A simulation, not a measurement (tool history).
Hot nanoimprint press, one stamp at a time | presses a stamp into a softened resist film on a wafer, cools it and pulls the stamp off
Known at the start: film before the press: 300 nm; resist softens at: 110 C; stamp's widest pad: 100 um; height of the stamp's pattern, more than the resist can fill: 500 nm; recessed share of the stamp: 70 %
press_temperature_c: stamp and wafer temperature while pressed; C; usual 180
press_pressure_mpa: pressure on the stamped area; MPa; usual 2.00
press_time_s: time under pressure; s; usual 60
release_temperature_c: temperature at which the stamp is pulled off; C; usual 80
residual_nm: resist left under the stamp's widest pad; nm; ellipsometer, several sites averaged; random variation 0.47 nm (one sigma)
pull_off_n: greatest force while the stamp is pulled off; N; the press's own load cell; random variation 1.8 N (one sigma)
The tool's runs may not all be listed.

| run | hour | press_temperature_c | press_pressure_mpa | press_time_s | release_temperature_c | residual_nm | pull_off_n |
|---|---|---|---|---|---|---|---|
| 1 | 0.0 | 180 | 2.00 | 60 | 80 | 131.1 | 163 |
| 2 | 7.6 | 180 | 2.00 | 60 | 67 | 131.4 | 225 |
| 3 | 17.1 | 189 | 2.00 | 60 | 80 | 97.4 | 163 |
| 4 | 22.1 | 180 | 2.00 | 60 | 80 | 130.8 | 163 |
| 5 | 32.9 | 180 | 2.00 | 60 | 80 | 130.7 | 165 |
| 6 | 41.7 | 180 | 2.00 | 60 | 80 | 131.3 | 164 |
| 7 | 47.3 | 180 | 2.00 | 60 | 80 | 131.0 | 165 |
| 8 | 52.1 | 180 | 2.00 | 60 | 80 | 131.1 | 164 |
| 9 | 62.3 | 180 | 2.00 | 60 | 80 | 130.8 | 167 |
| 10 | 69.3 | 180 | 2.00 | 60 | 80 | 131.8 | 166 |
| 11 | 76.0 | 180 | 2.00 | 60 | 80 | 129.8 | 168 |
| 12 | 80.8 | 180 | 2.00 | 60 | 80 | 130.2 | 168 |
| 13 | 86.8 | 180 | 2.00 | 54 | 80 | 136.3 | 166 |
| 14 | 96.8 | 173 | 2.00 | 60 | 80 | 163.6 | 168 |
| 15 | 107.0 | 173 | 2.00 | 60 | 80 | 164.2 | 170 |
| 16 | 115.9 | 176 | 2.00 | 46 | 86 | 164.0 | 139 |
| 17 | 126.6 | 176 | 2.00 | 46 | 86 | 164.5 | 137 |
| 18 | 132.5 | 177 | 2.00 | 38 | 86 | 169.4 | 139 |
| 19 | 141.8 | 177 | 2.00 | 38 | 86 | 183.0 | 155 |
| 20 | 152.0 | 171 | 2.94 | 44 | 75 | 183.9 | 205 |
| 21 | 159.4 | 171 | 2.94 | 33 | 76 | 200.7 | 205 |
| 22 | 165.8 | 178 | 2.94 | 35 | 76 | 160.2 | 201 |
| 23 | 171.1 | 180 | 3.12 | 39 | 74 | 141.2 | 213 |
| 24 | 178.2 | 180 | 3.12 | 39 | 74 | 141.1 | 215 |
| 25 | 183.0 | 180 | 1.74 | 60 | 80 | 151.1 | 189 |
| 26 | 189.7 | 183 | 2.00 | 37 | 84 | 154.9 | 162 |
| 27 | 200.2 | 185 | 2.00 | 60 | 80 | 120.2 | 182 |
| 28 | 209.1 | 180 | 2.00 | 60 | 75 | 142.6 | 205 |
| 29 | 217.0 | 190 | 2.00 | 70 | 75 | 95.4 | 209 |

Not shown: 1 entry that the log had between the listed runs. Between which runs, and how does the tool's hidden state differ before and after?
Between runs 18 and 19: plate thermocouple calibrated (hour 141.3)
  true temperature over the reading, C: 2.69 -> -0.1; pressure that arrives at the usual setting, %: 98.85 -> 98.82; grip of the stamp's worn release coat, % over a new coat's: 15.6 -> 15.8
  measured less the result without the state, residual_nm: -12.8 -> +1.2 nm; pull_off_n: +7 -> +22 N
